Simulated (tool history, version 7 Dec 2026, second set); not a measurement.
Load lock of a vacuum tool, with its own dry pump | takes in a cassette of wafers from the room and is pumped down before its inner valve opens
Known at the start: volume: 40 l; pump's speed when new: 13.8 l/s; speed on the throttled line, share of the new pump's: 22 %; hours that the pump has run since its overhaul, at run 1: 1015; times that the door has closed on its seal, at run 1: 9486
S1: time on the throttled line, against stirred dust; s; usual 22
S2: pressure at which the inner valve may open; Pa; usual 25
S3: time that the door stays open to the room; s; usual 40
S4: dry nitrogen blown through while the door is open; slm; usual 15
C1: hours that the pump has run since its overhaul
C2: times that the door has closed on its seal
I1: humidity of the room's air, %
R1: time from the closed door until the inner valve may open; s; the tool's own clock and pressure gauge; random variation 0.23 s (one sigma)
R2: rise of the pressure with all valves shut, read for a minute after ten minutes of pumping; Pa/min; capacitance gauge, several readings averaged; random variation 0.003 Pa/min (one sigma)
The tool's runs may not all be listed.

run,hour,S1,S2,S3,S4,C1,C2,I1,R1,R2
1,0.0,22,25,40,15,1015,9486,44.5,41.3,0.059
2,117.1,22,25,40,15,1132,9740,42.4,41.3,0.061
3,196.7,22,25,44,15,1212,9914,43.9,41.7,0.066
4,331.9,28,25,40,15,1347,10208,45.5,46.0,0.060
5,426.0,27,25,40,15,1441,10413,44.8,45.5,0.067
6,522.3,22,18,40,15,1537,10622,50.0,42.1,0.071
7,666.0,22,18,40,15,1681,10935,42.9,42.5,0.067
8,792.4,22,18,40,15,1808,11210,45.6,42.4,0.069
9,901.9,22,18,116,15,1917,11448,43.1,42.1,0.086
10,1009.9,22,25,40,12,2025,11683,40.9,41.3,0.072
11,1126.3,22,25,40,15,2141,11937,42.9,41.4,0.075
12,1224.8,22,25,40,15,2240,12151,42.7,41.5,0.075
13,1355.1,22,25,40,15,2370,12435,46.3,41.6,0.075
14,1482.0,22,25,40,15,2497,12711,49.1,41.7,0.081
15,1598.3,22,25,26,15,2613,12964,44.0,41.8,0.074
16,1720.0,22,25,192,15,2735,13229,42.5,41.6,0.107
17,1833.5,12,21,77,15,2849,13476,44.3,34.3,0.094
18,1987.3,16,23,40,15,3002,13810,47.3,37.3,0.090
19,2115.8,19,19,41,20,3131,14090,47.1,40.2,0.089
20,2190.9,19,35,40,20,3206,14253,46.2,38.5,0.085
21,2346.7,22,25,62,5,3362,14592,44.4,41.8,0.113
22,2441.7,22,25,49,15,3457,14799,48.9,41.8,0.100
23,2558.3,38,30,38,15,3573,15053,43.8,54.0,0.092
24,2647.2,38,30,172,45,3662,15246,46.1,53.8,0.105
25,2720.5,33,38,172,45,3736,15406,43.4,49.1,0.105
26,2799.3,33,38,172,45,3814,15577,46.1,48.5,0.104

4 ways to go on from here, each from the tool as it stands after run 26. What would each give?
A,2927.8,33,20,82,38,3943,15857,46.3,?,?
B,2927.8,33,19,172,9,3943,15857,44.0,?,?
C,2927.8,33,38,67,11,3943,15857,43.8,?,?
D,2927.8,14,25,92,15,3943,15857,43.9,?,?

run,R1,R2
A,51.0,0.103
B,50.8,0.140
C,48.8,0.111
D,35.4,0.116
Without the tool's hidden state the same runs would have given:
run,R1,R2
A,50.7,0.020
B,50.5,0.057
C,48.6,0.028
D,35.1,0.033
